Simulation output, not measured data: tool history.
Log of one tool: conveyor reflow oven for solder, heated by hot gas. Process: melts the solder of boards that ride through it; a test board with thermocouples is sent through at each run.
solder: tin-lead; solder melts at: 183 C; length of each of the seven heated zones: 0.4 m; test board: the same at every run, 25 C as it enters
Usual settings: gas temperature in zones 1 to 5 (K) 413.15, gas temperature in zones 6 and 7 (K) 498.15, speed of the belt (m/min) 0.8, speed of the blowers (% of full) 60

| run | day | gas temperature in zones 1 to 5 (K) | gas temperature in zones 6 and 7 (K) | speed of the belt (m/min) | speed of the blowers (% of full) | highest temperature of the board (K) | time above the solder's melting point (s) |
|---|---|---|---|---|---|---|---|
| 1 | 0 | 413.15 | 498.15 | 0.8 | 60 | 483.35 | 41.1 |
| 2 | 1.638 | 413.15 | 498.15 | 0.8 | 60 | 482.65 | 40.9 |
| 3 | 3.338 | 413.15 | 498.15 | 0.8 | 60 | 482.95 | 41 |
| 4 | 5.458 | 413.15 | 498.15 | 0.8 | 60 | 482.45 | 40.8 |
| 5 | 7.25 | 413.15 | 491.15 | 0.8 | 60 | 476.15 | 35.5 |
| 6 | 8.7 | 413.15 | 491.15 | 0.8 | 60 | 476.55 | 35.6 |
| 7 | 9.783 | 413.15 | 491.15 | 0.8 | 60 | 475.75 | 35.8 |
| 8 | 11.067 | 413.15 | 498.15 | 0.8 | 60 | 481.85 | 40.5 |
| 9 | 13.283 | 413.15 | 498.15 | 0.8 | 60 | 481.95 | 40.3 |
| 10 | 14.7 | 413.15 | 487.15 | 0.8 | 60 | 472.25 | 31.3 |
| 11 | 16.929 | 413.15 | 487.15 | 0.8 | 60 | 472.45 | 30.7 |
| 12 | 18.8 | 413.15 | 487.15 | 0.8 | 66 | 472.05 | 29.8 |
| 13 | 20.204 | 413.15 | 487.15 | 0.8 | 66 | 473.75 | 33.7 |
| 14 | 22.275 | 427.15 | 498.15 | 0.8 | 51 | 482.95 | 46.7 |
| 15 | 24.408 | 426.15 | 498.15 | 0.739 | 60 | 486.35 | 53.4 |
| 16 | 26.3 | 426.15 | 498.15 | 0.739 | 60 | 486.15 | 53.3 |
| 17 | 27.767 | 426.15 | 498.15 | 0.739 | 60 | 485.05 | 50.4 |
| 18 | 30.188 | 426.15 | 498.15 | 0.739 | 60 | 484.75 | 49.9 |
| 19 | 31.704 | 419.15 | 498.15 | 0.8 | 60 | 481.75 | 40.4 |
| 20 | 33.196 | 413.15 | 505.15 | 0.891 | 60 | 481.05 | 34.7 |
| 21 | 34.929 | 413.15 | 488.15 | 0.735 | 60 | 473.65 | 35.5 |

Not shown: 4 entries that the log had between the listed runs. Between which runs, and how does the tool's hidden state differ before and after?
Between runs 11 and 12: thermocouples of zones 6 and 7 changed (day 18.038)
  heat that the gas passes to the board, % of a clean oven's: 89.1 -> 88.2; belt's true speed, % of the reading: 97.18 -> 97.12; true gas temperature in zones 6 and 7 over the reading, C: 1.76 -> -0.34
  measured less the result without the state, highest temperature of the board (K): -0.2 -> -2.2; time above the solder's melting point (s): +0 -> -2.3
Between runs 12 and 13: flux residue cleaned out of gas plates and filters (day 19.242)
  heat that the gas passes to the board, % of a clean oven's: 88.2 -> 98.7; belt's true speed, % of the reading: 97.12 -> 97.07; true gas temperature in zones 6 and 7 over the reading, C: -0.34 -> -0.29
  measured less the result without the state, highest temperature of the board (K): -2.2 -> +0.2; time above the solder's melting point (s): -2.3 -> +1.5
Between runs 13 and 14: belt drive overhauled, speed set with a stopwatch (day 20.508)
  heat that the gas passes to the board, % of a clean oven's: 98.7 -> 97.6; belt's true speed, % of the reading: 97.07 -> 96.32; true gas temperature in zones 6 and 7 over the reading, C: -0.29 -> -0.22
  measured less the result without the state, highest temperature of the board (K): +0.2 -> +0.4; time above the solder's melting point (s): +1.5 -> +2.2
Between runs 16 and 17: belt drive overhauled, speed set with a stopwatch, once more (day 26.596)
  heat that the gas passes to the board, % of a clean oven's: 95.5 -> 94.9; belt's true speed, % of the reading: 96.18 -> 100.02; true gas temperature in zones 6 and 7 over the reading, C: -0.07 -> -0.02
  measured less the result without the state, highest temperature of the board (K): +0 -> -0.9; time above the solder's melting point (s): +2.1 -> -0.9
